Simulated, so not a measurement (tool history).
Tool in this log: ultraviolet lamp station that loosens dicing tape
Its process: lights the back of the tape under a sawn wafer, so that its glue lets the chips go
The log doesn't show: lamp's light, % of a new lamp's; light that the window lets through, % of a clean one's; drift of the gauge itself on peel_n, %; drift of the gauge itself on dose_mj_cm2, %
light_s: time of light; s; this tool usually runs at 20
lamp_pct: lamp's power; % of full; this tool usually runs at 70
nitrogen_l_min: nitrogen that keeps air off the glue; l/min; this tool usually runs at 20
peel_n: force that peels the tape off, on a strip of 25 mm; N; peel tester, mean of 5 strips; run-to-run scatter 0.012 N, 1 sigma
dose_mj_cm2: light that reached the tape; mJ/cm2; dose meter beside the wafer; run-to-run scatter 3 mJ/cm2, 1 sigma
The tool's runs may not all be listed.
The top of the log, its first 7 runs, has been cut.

run   hour  light_s  lamp_pct  nitrogen_l_min  hours of work of the lamp  hours of work since the window was cleaned  peel_n  dose_mj_cm2
  8  136.7       20        70              20                        163                                         199   0.753          364
  9  150.2       20        70              20                        169                                         206   0.734          354
 10  175.1       20        70              20                        182                                         218   0.766          351
 11    191       20        70              20                        189                                         226   0.758          353
 12    217       20        95              20                        202                                         239   0.484          473
 13  233.8       20        70              20                        210                                         247   0.776          343
 14  261.2       20        88              20                        223                                         260   0.594          425
     272.1  -- window cleaned of glue's vapour
 15  276.5       28        88              20                        231                                           2   0.258          716
 16  289.7       28        88              20                        237                                           9   0.267          700
 17  316.3       28        88              20                        250                                          22   0.265          701
 18  327.8       20        70              20                        256                                          27   0.673          394
 19  340.1       20        70              20                        262                                          33   0.661          391
 20  358.6       20        70              11                        271                                          42   0.865          390
 21    376       20        70              11                        279                                          51   0.877          387

Run 22 has not been measured yet. What should we expect?
 22  392.7       20        70              11                        287                                          59       ?            ?

peel_n: 0.892 N
dose_mj_cm2: 386 mJ/cm2
The same run, on a tool lacking any hidden state, would have yielded peel_n 0.751 N, dose_mj_cm2 440 mJ/cm2.

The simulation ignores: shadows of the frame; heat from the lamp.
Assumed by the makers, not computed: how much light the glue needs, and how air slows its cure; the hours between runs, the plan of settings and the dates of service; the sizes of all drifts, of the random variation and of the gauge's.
